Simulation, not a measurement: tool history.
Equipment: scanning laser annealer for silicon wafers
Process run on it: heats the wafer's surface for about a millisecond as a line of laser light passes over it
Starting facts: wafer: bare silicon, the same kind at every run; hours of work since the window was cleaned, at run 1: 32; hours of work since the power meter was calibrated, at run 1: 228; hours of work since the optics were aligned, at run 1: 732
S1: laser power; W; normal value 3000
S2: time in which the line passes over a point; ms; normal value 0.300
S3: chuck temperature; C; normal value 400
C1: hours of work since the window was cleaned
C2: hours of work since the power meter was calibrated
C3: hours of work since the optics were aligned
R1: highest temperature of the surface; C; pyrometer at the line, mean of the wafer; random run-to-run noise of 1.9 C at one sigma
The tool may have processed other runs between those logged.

| run | hour | S1 | S2 | S3 | C1 | C2 | C3 | R1 |
|---|---|---|---|---|---|---|---|---|
| 1 | 0.0 | 3000 | 0.300 | 400 | 32 | 228 | 732 | 1161 |
| 2 | 38.8 | 3000 | 0.300 | 400 | 48 | 244 | 748 | 1161 |
| 3 | 82.6 | 3000 | 0.300 | 400 | 66 | 262 | 766 | 1161 |
| 4 | 144.2 | 3000 | 0.300 | 400 | 92 | 288 | 791 | 1159 |
| 5 | 170.3 | 3000 | 0.300 | 400 | 103 | 298 | 802 | 1156 |
| 6 | 232.6 | 3000 | 0.300 | 400 | 129 | 324 | 828 | 1157 |
| 7 | 279.6 | 3000 | 0.300 | 400 | 148 | 344 | 848 | 1156 |
| 8 | 336.0 | 3000 | 0.300 | 400 | 171 | 367 | 871 | 1151 |
| 9 | 364.5 | 3000 | 0.300 | 400 | 183 | 379 | 883 | 1154 |
| 10 | 412.8 | 3000 | 0.300 | 400 | 203 | 399 | 903 | 1153 |
| 11 | 454.0 | 3000 | 0.300 | 400 | 220 | 416 | 920 | 1146 |
| 12 | 498.3 | 3000 | 0.300 | 400 | 239 | 435 | 938 | 1149 |
|  | 507.8 | optics aligned, line set to its width |
| 13 | 543.7 | 3000 | 0.300 | 400 | 256 | 451 | 15 | 1146 |
| 14 | 574.6 | 2804 | 0.300 | 400 | 268 | 464 | 28 | 1096 |
|  | 604.7 | optics aligned, line set to its width, once more |
| 15 | 606.5 | 2804 | 0.300 | 400 | 280 | 475 | 1 | 1106 |
| 16 | 652.2 | 2804 | 0.300 | 400 | 299 | 494 | 20 | 1102 |
| 17 | 698.9 | 2804 | 0.300 | 400 | 318 | 514 | 39 | 1102 |
| 18 | 733.6 | 2804 | 0.300 | 400 | 332 | 528 | 53 | 1100 |
| 19 | 773.3 | 2804 | 0.300 | 400 | 349 | 545 | 70 | 1102 |
| 20 | 836.2 | 2804 | 0.300 | 400 | 375 | 571 | 96 | 1100 |
| 21 | 897.8 | 2804 | 0.300 | 400 | 400 | 596 | 122 | 1097 |
| 22 | 924.4 | 3000 | 0.216 | 407 | 412 | 607 | 133 | 1047 |
| 23 | 959.3 | 2611 | 0.366 | 426 | 426 | 622 | 147 | 1134 |
| 24 | 1009.5 | 2670 | 0.280 | 417 | 447 | 643 | 168 | 1056 |
| 25 | 1068.6 | 2670 | 0.280 | 417 | 471 | 667 | 193 | 1055 |
| 26 | 1106.3 | 2670 | 0.280 | 417 | 487 | 683 | 208 | 1055 |
| 27 | 1135.0 | 3000 | 0.300 | 412 | 499 | 695 | 220 | 1157 |
| 28 | 1190.6 | 2710 | 0.236 | 379 | 522 | 718 | 243 | 973 |
| 29 | 1251.8 | 3273 | 0.280 | 405 | 547 | 743 | 269 | 1192 |
| 30 | 1278.3 | 2815 | 0.280 | 405 | 558 | 754 | 280 | 1074 |
| 31 | 1318.6 | 2915 | 0.300 | 400 | 575 | 771 | 296 | 1115 |
| 32 | 1358.7 | 3175 | 0.300 | 395 | 592 | 788 | 313 | 1180 |
| 33 | 1396.2 | 3175 | 0.300 | 395 | 607 | 803 | 329 | 1180 |
| 34 | 1432.3 | 2702 | 0.362 | 395 | 622 | 818 | 343 | 1115 |
| 35 | 1461.4 | 2663 | 0.364 | 382 | 634 | 830 | 356 | 1089 |
|  | 1506.5 | window over the wafer cleaned |
| 36 | 1512.4 | 2799 | 0.266 | 417 | 2 | 851 | 376 | 1086 |
| 37 | 1539.3 | 2799 | 0.355 | 417 | 14 | 862 | 387 | 1183 |
| 38 | 1581.0 | 3000 | 0.283 | 400 | 31 | 879 | 404 | 1142 |
| 39 | 1636.0 | 3000 | 0.283 | 400 | 54 | 902 | 427 | 1140 |
| 40 | 1690.8 | 3022 | 0.300 | 406 | 77 | 925 | 450 | 1167 |
| 41 | 1741.1 | 3022 | 0.300 | 406 | 97 | 945 | 471 | 1167 |

What if the next run were any one of these 4? Each begins from the tool's condition after run 41:
| A | 1775.6 | 3169 | 0.261 | 438 | 112 | 960 | 485 | ? |
| B | 1775.6 | 3000 | 0.300 | 365 | 112 | 960 | 485 | ? |
| C | 1775.6 | 3265 | 0.300 | 381 | 112 | 960 | 485 | ? |
| D | 1775.6 | 2686 | 0.350 | 429 | 112 | 960 | 485 | ? |

| run | R1 |
|---|---|
| A | 1188 |
| B | 1119 |
| C | 1210 |
| D | 1154 |
Had the tool no hidden state, the same runs would have come out as:
| run | R1 |
|---|---|
| A | 1204 |
| B | 1136 |
| C | 1228 |
| D | 1169 |
